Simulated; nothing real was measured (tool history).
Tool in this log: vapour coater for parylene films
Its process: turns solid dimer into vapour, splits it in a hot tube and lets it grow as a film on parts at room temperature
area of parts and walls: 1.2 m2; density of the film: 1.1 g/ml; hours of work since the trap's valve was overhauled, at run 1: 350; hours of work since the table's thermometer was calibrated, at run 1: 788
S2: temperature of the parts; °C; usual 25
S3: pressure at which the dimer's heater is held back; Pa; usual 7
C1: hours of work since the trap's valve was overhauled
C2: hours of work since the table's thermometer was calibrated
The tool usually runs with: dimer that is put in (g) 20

{"run": 1, "hour": 0.0, "dimer that is put in (g)": 20, "S2": 25, "S3": 7, "C1": 350, "C2": 788, "thickness of the film (um)": 9.79}
{"run": 2, "hour": 23.5, "dimer that is put in (g)": 20, "S2": 23, "S3": 7, "C1": 371, "C2": 809, "thickness of the film (um)": 10.23}
{"run": 3, "hour": 44.1, "dimer that is put in (g)": 20, "S2": 25, "S3": 2.09, "C1": 388, "C2": 826, "thickness of the film (um)": 10.62}
{"hour": 72.5, "done": "trap's valve overhauled"}
{"run": 4, "hour": 77.8, "dimer that is put in (g)": 20, "S2": 25, "S3": 2.09, "C1": 5, "C2": 852, "thickness of the film (um)": 10.59}
{"run": 5, "hour": 99.0, "dimer that is put in (g)": 20, "S2": 25, "S3": 2.09, "C1": 23, "C2": 870, "thickness of the film (um)": 10.57}
{"run": 6, "hour": 119.1, "dimer that is put in (g)": 20, "S2": 25, "S3": 2.09, "C1": 40, "C2": 887, "thickness of the film (um)": 10.58}
{"run": 7, "hour": 133.9, "dimer that is put in (g)": 20, "S2": 37, "S3": 7, "C1": 53, "C2": 900, "thickness of the film (um)": 7.29}
{"run": 8, "hour": 162.8, "dimer that is put in (g)": 20, "S2": 37, "S3": 7, "C1": 78, "C2": 925, "thickness of the film (um)": 7.34}
{"run": 9, "hour": 182.5, "dimer that is put in (g)": 35, "S2": 25, "S3": 7, "C1": 94, "C2": 942, "thickness of the film (um)": 17.19}
{"run": 10, "hour": 207.3, "dimer that is put in (g)": 16, "S2": 30, "S3": 7, "C1": 116, "C2": 963, "thickness of the film (um)": 6.95}
{"run": 11, "hour": 231.8, "dimer that is put in (g)": 16, "S2": 30, "S3": 7, "C1": 137, "C2": 984, "thickness of the film (um)": 6.99}
{"run": 12, "hour": 253.4, "dimer that is put in (g)": 16, "S2": 30, "S3": 7, "C1": 155, "C2": 1003, "thickness of the film (um)": 6.92}
{"run": 13, "hour": 280.6, "dimer that is put in (g)": 19, "S2": 25, "S3": 7, "C1": 179, "C2": 1026, "thickness of the film (um)": 9.35}
{"run": 14, "hour": 298.7, "dimer that is put in (g)": 20, "S2": 24, "S3": 6.06, "C1": 194, "C2": 1042, "thickness of the film (um)": 10.25}
{"run": 15, "hour": 317.0, "dimer that is put in (g)": 32, "S2": 35, "S3": 9.38, "C1": 210, "C2": 1057, "thickness of the film (um)": 12.15}

3 options for the next run, each taken on its own from the tool as it stands now. Forecast them:
{"run": "A", "hour": 332.5, "dimer that is put in (g)": 20, "S2": 19, "S3": 7, "C1": 223, "C2": 1071, "thickness of the film (um)": "?"}
{"run": "B", "hour": 332.5, "dimer that is put in (g)": 19, "S2": 18, "S3": 9.38, "C1": 223, "C2": 1071, "thickness of the film (um)": "?"}
{"run": "C", "hour": 332.5, "dimer that is put in (g)": 28, "S2": 25, "S3": 7, "C1": 223, "C2": 1071, "thickness of the film (um)": "?"}

run=A thickness_of_the_film_(um)=11.33
run=B thickness_of_the_film_(um)=10.82
run=C thickness_of_the_film_(um)=13.66
With no hidden state in the tool, these same runs would have given:
run=A thickness_of_the_film_(um)=11.35
run=B thickness_of_the_film_(um)=10.84
run=C thickness_of_the_film_(um)=13.68
